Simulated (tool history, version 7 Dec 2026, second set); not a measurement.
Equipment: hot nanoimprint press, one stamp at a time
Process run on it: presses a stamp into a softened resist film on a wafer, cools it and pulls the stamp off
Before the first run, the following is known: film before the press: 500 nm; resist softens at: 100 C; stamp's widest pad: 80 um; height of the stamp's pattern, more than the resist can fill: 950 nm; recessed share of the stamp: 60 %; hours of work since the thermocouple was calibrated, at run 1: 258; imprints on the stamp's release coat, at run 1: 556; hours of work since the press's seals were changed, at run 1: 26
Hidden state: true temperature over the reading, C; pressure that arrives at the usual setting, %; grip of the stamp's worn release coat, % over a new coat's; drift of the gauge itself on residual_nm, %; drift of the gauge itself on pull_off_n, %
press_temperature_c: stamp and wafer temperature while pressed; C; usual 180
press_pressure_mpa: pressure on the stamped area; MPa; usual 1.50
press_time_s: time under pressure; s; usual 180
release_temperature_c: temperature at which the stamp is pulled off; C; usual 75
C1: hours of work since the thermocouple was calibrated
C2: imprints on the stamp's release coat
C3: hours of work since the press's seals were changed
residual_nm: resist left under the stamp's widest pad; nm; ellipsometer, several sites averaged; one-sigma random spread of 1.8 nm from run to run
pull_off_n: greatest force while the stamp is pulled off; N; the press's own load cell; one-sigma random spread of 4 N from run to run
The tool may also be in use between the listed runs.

Run 1, hour 0.0: usual settings; C1 258; C2 556; C3 26. Result: residual_nm 277.9 nm, pull_off_n 214 N.
Run 2, hour 9.5: usual settings; C1 262; C2 574; C3 31. Result: residual_nm 278.4 nm, pull_off_n 227 N.
Run 3, hour 20.6: usual settings but release_temperature_c 70 C; C1 267; C2 595; C3 36. Result: residual_nm 274.8 nm, pull_off_n 239 N.
Run 4, hour 25.9: usual settings but release_temperature_c 70 C; C1 270; C2 605; C3 38. Result: residual_nm 273.6 nm, pull_off_n 241 N.
Run 5, hour 32.7: usual settings but release_temperature_c 70 C; C1 273; C2 618; C3 41. Result: residual_nm 276.7 nm, pull_off_n 242 N.
Run 6, hour 40.7: usual settings but release_temperature_c 76 C; C1 277; C2 633; C3 45. Result: residual_nm 274.5 nm, pull_off_n 217 N.
Run 7, hour 46.2: usual settings but release_temperature_c 76 C; C1 279; C2 644; C3 48. Result: residual_nm 276.3 nm, pull_off_n 219 N.
Run 8, hour 56.5: usual settings but press_temperature_c 179 C, release_temperature_c 76 C; C1 284; C2 663; C3 52. Result: residual_nm 283.2 nm, pull_off_n 217 N.
Run 9, hour 62.3: usual settings but press_temperature_c 190 C, release_temperature_c 78 C; C1 286; C2 674; C3 55. Result: residual_nm 208.9 nm, pull_off_n 222 N.
Run 10, hour 70.1: usual settings but press_temperature_c 179 C, press_time_s 232 s, release_temperature_c 64 C; C1 290; C2 689; C3 59. Result: residual_nm 260.2 nm, pull_off_n 268 N.
Run 11, hour 75.0: usual settings but press_temperature_c 179 C, press_time_s 232 s, release_temperature_c 64 C; C1 292; C2 698; C3 61. Result: residual_nm 259.3 nm, pull_off_n 267 N.
Run 12, hour 80.3: usual settings but press_pressure_mpa 1.46 MPa, release_temperature_c 82 C; C1 295; C2 709; C3 63. Result: residual_nm 280.0 nm, pull_off_n 205 N.
At hour 92.9: stamp cleaned and given a new release coat.
Run 13, hour 95.8: usual settings but press_pressure_mpa 1.46 MPa, release_temperature_c 82 C; C1 299; C2 6; C3 68. Result: residual_nm 277.3 nm, pull_off_n 174 N.
Run 14, hour 101.4: usual settings but press_temperature_c 169 C, press_pressure_mpa 1.37 MPa, release_temperature_c 68 C; C1 302; C2 16; C3 70. Result: residual_nm 374.5 nm, pull_off_n 219 N.

For each entry between runs, how does the tool's hidden state at the last listed run before it compare with that at the first listed run after it?
Logged between run 12 and run 13: stamp cleaned and given a new release coat (hour 92.9)
  true temperature over the reading, C: 1.1 -> 1.12; pressure that arrives at the usual setting, %: 99.18 -> 99.14; grip of the stamp's worn release coat, % over a new coat's: 18.5 -> 0.2
  measured value less the no-hidden-state value, residual_nm: -7.5 -> -7.5 nm; pull_off_n: +29 -> -3 N
